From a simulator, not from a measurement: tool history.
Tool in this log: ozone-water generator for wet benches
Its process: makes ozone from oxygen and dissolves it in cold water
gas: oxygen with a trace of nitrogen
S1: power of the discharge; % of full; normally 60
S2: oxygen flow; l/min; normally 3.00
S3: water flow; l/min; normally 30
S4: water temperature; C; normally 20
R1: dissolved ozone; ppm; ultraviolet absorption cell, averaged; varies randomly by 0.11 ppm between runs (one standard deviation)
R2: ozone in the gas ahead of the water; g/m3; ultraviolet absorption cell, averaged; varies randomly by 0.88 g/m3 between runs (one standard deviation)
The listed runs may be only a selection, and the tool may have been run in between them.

{"run": 1, "day": 0.0, "S1": 60, "S2": 3.0, "S3": 30, "S4": 20, "R1": 6.1, "R2": 130.0}
{"run": 2, "day": 2.354, "S1": 60, "S2": 3.0, "S3": 30, "S4": 20, "R1": 6.2, "R2": 129.2}
{"day": 3.575, "done": "contactor cleaned"}
{"run": 3, "day": 4.462, "S1": 60, "S2": 3.0, "S3": 30, "S4": 20, "R1": 7.0, "R2": 130.6}
{"run": 4, "day": 7.288, "S1": 60, "S2": 3.0, "S3": 30, "S4": 20, "R1": 7.0, "R2": 128.2}
{"run": 5, "day": 9.154, "S1": 60, "S2": 1.92, "S3": 30, "S4": 20, "R1": 5.7, "R2": 159.0}
{"run": 6, "day": 11.154, "S1": 60, "S2": 1.92, "S3": 30, "S4": 20, "R1": 6.1, "R2": 158.1}
{"run": 7, "day": 12.829, "S1": 46, "S2": 3.0, "S3": 30, "S4": 20, "R1": 6.0, "R2": 110.0}
{"run": 8, "day": 14.588, "S1": 60, "S2": 3.0, "S3": 30, "S4": 20, "R1": 6.9, "R2": 127.4}
{"run": 9, "day": 17.642, "S1": 60, "S2": 3.0, "S3": 30, "S4": 20, "R1": 6.9, "R2": 127.5}
{"run": 10, "day": 19.775, "S1": 60, "S2": 3.0, "S3": 30, "S4": 20, "R1": 6.7, "R2": 127.8}
{"run": 11, "day": 21.892, "S1": 60, "S2": 2.94, "S3": 30, "S4": 20, "R1": 6.7, "R2": 128.2}
{"run": 12, "day": 24.608, "S1": 60, "S2": 2.94, "S3": 30, "S4": 20, "R1": 6.6, "R2": 126.6}
{"run": 13, "day": 26.625, "S1": 60, "S2": 3.0, "S3": 30, "S4": 17, "R1": 7.0, "R2": 125.5}
{"run": 14, "day": 29.533, "S1": 60, "S2": 3.0, "S3": 30, "S4": 17, "R1": 7.0, "R2": 126.2}
{"run": 15, "day": 32.196, "S1": 60, "S2": 3.0, "S3": 30, "S4": 17, "R1": 6.8, "R2": 125.1}
{"run": 16, "day": 34.504, "S1": 60, "S2": 3.0, "S3": 30, "S4": 17, "R1": 6.8, "R2": 126.3}
{"run": 17, "day": 36.854, "S1": 48, "S2": 3.0, "S3": 30, "S4": 20, "R1": 6.0, "R2": 111.0}
{"run": 18, "day": 39.925, "S1": 64, "S2": 2.74, "S3": 30, "S4": 20, "R1": 6.7, "R2": 134.0}
{"run": 19, "day": 42.075, "S1": 64, "S2": 2.74, "S3": 30, "S4": 20, "R1": 6.7, "R2": 134.9}
{"run": 20, "day": 43.342, "S1": 77, "S2": 3.28, "S3": 27, "S4": 16, "R1": 8.8, "R2": 133.8}
{"run": 21, "day": 45.075, "S1": 60, "S2": 1.93, "S3": 38, "S4": 13, "R1": 4.4, "R2": 152.1}
{"run": 22, "day": 47.892, "S1": 48, "S2": 2.58, "S3": 20, "S4": 26, "R1": 8.1, "R2": 117.1}
{"run": 23, "day": 50.379, "S1": 65, "S2": 1.62, "S3": 47, "S4": 14, "R1": 3.0, "R2": 170.1}
{"run": 24, "day": 52.958, "S1": 49, "S2": 4.31, "S3": 29, "S4": 21, "R1": 6.6, "R2": 93.0}
{"run": 25, "day": 54.979, "S1": 49, "S2": 4.31, "S3": 29, "S4": 21, "R1": 6.6, "R2": 92.8}
{"run": 26, "day": 57.608, "S1": 40, "S2": 1.63, "S3": 27, "S4": 26, "R1": 4.7, "R2": 133.9}
{"run": 27, "day": 60.196, "S1": 83, "S2": 3.34, "S3": 38, "S4": 16, "R1": 6.1, "R2": 135.4}
{"run": 28, "day": 62.429, "S1": 85, "S2": 1.83, "S3": 38, "S4": 16, "R1": 4.8, "R2": 180.0}
{"run": 29, "day": 63.958, "S1": 66, "S2": 3.0, "S3": 21, "S4": 20, "R1": 9.5, "R2": 126.3}
{"run": 30, "day": 66.571, "S1": 68, "S2": 3.64, "S3": 20, "S4": 14, "R1": 11.2, "R2": 118.3}
{"run": 31, "day": 68.425, "S1": 70, "S2": 1.71, "S3": 40, "S4": 17, "R1": 4.1, "R2": 167.4}
{"run": 32, "day": 69.929, "S1": 70, "S2": 2.5, "S3": 40, "S4": 23, "R1": 4.3, "R2": 139.7}
{"run": 33, "day": 71.375, "S1": 70, "S2": 3.15, "S3": 30, "S4": 20, "R1": 6.8, "R2": 127.4}

Consider 3 possible next runs. They are alternatives, not a sequence: every one starts from the tool as it was left by run 33. What does each give?
{"run": "A", "day": 74.025, "S1": 60, "S2": 3.0, "S3": 33, "S4": 27, "R1": "?", "R2": "?"}
{"run": "B", "day": 74.025, "S1": 68, "S2": 3.15, "S3": 30, "S4": 20, "R1": "?", "R2": "?"}
{"run": "C", "day": 74.025, "S1": 60, "S2": 4.73, "S3": 30, "S4": 20, "R1": "?", "R2": "?"}

run=A R1=5.1 R2=119.7
run=B R1=6.8 R2=124.1
run=C R1=6.8 R2=96.4
Take away the tool's hidden state, keep each run's random variation, and the runs would have read:
run=A R1=6.5 R2=145.0
run=B R1=8.7 R2=152.4
run=C R1=8.7 R2=116.8
